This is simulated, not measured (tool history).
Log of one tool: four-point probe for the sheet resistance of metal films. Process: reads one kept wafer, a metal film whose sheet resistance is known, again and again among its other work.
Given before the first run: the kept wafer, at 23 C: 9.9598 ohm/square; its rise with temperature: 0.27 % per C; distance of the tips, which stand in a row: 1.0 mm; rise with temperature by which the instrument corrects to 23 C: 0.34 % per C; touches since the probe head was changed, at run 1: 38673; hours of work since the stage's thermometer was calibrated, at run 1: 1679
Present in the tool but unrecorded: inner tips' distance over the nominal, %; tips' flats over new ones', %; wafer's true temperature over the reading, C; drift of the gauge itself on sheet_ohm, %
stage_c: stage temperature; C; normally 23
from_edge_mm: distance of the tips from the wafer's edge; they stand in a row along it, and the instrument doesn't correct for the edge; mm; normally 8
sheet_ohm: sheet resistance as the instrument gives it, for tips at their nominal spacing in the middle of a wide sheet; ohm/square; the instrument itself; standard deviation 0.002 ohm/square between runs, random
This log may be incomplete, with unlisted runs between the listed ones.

| run | hour | stage_c | from_edge_mm | touches since the probe head was changed | hours of work since the stage's thermometer was calibrated | sheet_ohm |
|---|---|---|---|---|---|---|
| 1 | 0.0 | 23 | 8 | 38673 | 1679 | 10.082884 |
| 2 | 47.0 | 23 | 16 | 40467 | 1703 | 10.023182 |
| 3 | 81.0 | 27 | 8 | 41765 | 1720 | 10.053099 |
| 4 | 125.8 | 27 | 8 | 43477 | 1743 | 10.050617 |
|  | 130.1 | stage's thermometer calibrated |
| 5 | 165.3 | 27 | 8 | 44967 | 18 | 10.050879 |
| 6 | 210.6 | 27 | 8 | 46698 | 41 | 10.054204 |
|  | 214.8 | stage's thermometer calibrated, once more |
| 7 | 258.2 | 27 | 8 | 48500 | 22 | 10.073818 |
| 8 | 293.5 | 21 | 8 | 49847 | 40 | 10.121640 |
| 9 | 341.8 | 23 | 3 | 51691 | 65 | 10.583286 |
| 10 | 368.0 | 19 | 56 | 52692 | 78 | 10.055438 |
| 11 | 401.6 | 19 | 56 | 53978 | 95 | 10.050817 |
| 12 | 433.3 | 20 | 8 | 55185 | 111 | 10.124999 |

Here are 4 independent what-if runs from the current tool condition. What would each one return?
| A | 459.4 | 32 | 20 | 56183 | 124 | ? |
| B | 459.4 | 22 | 10 | 56183 | 124 | ? |
| C | 459.4 | 23 | 6 | 56183 | 124 | ? |
| D | 459.4 | 20 | 22 | 56183 | 124 | ? |

| run | sheet_ohm |
|---|---|
| A | 9.967434 |
| B | 10.086703 |
| C | 10.170773 |
| D | 10.054958 |
Take away the tool's hidden state, keep each run's random variation, and the runs would have read:
| run | sheet_ohm |
|---|---|
| A | 9.906209 |
| B | 10.024780 |
| C | 10.108379 |
| D | 9.993213 |
